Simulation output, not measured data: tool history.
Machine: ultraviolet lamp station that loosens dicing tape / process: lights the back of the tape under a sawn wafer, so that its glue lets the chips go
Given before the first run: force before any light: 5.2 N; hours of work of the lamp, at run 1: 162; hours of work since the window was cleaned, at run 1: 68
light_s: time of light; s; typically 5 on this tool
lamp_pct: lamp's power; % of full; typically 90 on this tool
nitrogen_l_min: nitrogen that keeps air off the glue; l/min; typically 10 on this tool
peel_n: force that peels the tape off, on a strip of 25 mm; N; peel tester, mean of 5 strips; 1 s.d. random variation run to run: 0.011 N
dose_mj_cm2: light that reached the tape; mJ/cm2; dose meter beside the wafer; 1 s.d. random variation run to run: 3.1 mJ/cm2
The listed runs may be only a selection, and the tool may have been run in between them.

run   hour  light_s  lamp_pct  nitrogen_l_min  hours of work of the lamp  hours of work since the window was cleaned  peel_n  dose_mj_cm2
  1    0.0        5        90              10                        162                                          68   0.491          485
  2    8.2        5        90              10                        166                                          71   0.505          481
  3   15.1        5        90              10                        168                                          74   0.488          484
  4   22.2        5        90              10                        171                                          77   0.504          486
  5   33.5        5        90               6                        176                                          82   0.658          486
  6   41.5        5        90               6                        179                                          85   0.717          478
  7   51.9        5        90               6                        183                                          89   0.708          483
  8   61.6        5        70              10                        187                                          93   0.765          378
  9   67.2        5        70              10                        190                                          95   0.740          373
 10   78.4        5        70              10                        194                                         100   0.735          373
 11   88.3        5        70              10                        198                                         104   0.772          379
 12   97.4        5        90              10                        202                                         107   0.507          485
 13  107.6        5        92              10                        206                                         112   0.459          487
 14  114.1        5        92              10                        209                                         114   0.487          497
 15  122.2        5        92              10                        212                                         117   0.492          494
 16  130.4        5        92              10                        215                                         121   0.491          492
 17  139.9        5        81              10                        219                                         125   0.587          434
 18  149.0        5        81              10                        223                                         128   0.591          430
 19  154.7        5        81               9                        225                                         131   0.605          437
 20  164.9        5        90              16                        229                                         135   0.392          481
 21  175.7        5        90              16                        233                                         139   0.386          482
 22  181.4        5        90              10                        236                                         141   0.481          487
 23  187.6        8        65               4                        238                                         144   0.694          558
 24  197.3        8        94              10                        242                                         148   0.238          802
 25  208.0        9        90              10                        246                                         152   0.229          869
 26  213.5        9        90              10                        249                                         154   0.225          867
 27  221.9        9        90              10                        252                                         158   0.225          874
 28  227.2        9        90              10                        254                                         160   0.225          860
 29  238.2        5        90               5                        259                                         164   0.772          486
 30  247.5        3        83               3                        262                                         168   2.080          266
 31  256.8        5        84               6                        266                                         172   0.787          454
 32  262.9        2        96              10                        269                                         174   1.711          203
 33  268.2        2        96              10                        271                                         176   1.679          208
 34  277.8        2        96              10                        275                                         180   1.774          207
 35  283.9        3        91              10                        277                                         183   1.127          290
 36  289.4        4        65              10                        279                                         185   1.153          279
 37  294.7        3        65              14                        282                                         187   1.517          213
 38  304.0        3        65              14                        285                                         191   1.490          209
 39  313.5        3        65              14                        289                                         195   1.446          207
 40  324.1        4        78               6                        293                                         199   1.197          331
 41  331.2        4        78               6                        296                                         202   1.207          336
 42  336.3        9        78               6                        298                                         204   0.342          751
 43  343.5        9        78               6                        301                                         207   0.313          751

Here are 4 independent what-if runs from the current tool condition. What would each one return?
  A  350.6        3        78               6                        304                                         210       ?            ?
  B  350.6        4        72               9                        304                                         210       ?            ?
  C  350.6        3        78               5                        304                                         210       ?            ?
  D  350.6        4        65              10                        304                                         210       ?            ?

run  peel_n  dose_mj_cm2
  A   1.690          252
  B   1.069          309
  C   1.850          251
  D   1.189          277
Without the tool's unlogged condition, the same runs would have read:
run  peel_n  dose_mj_cm2
  A   1.689          252
  B   1.068          309
  C   1.848          251
  D   1.188          277
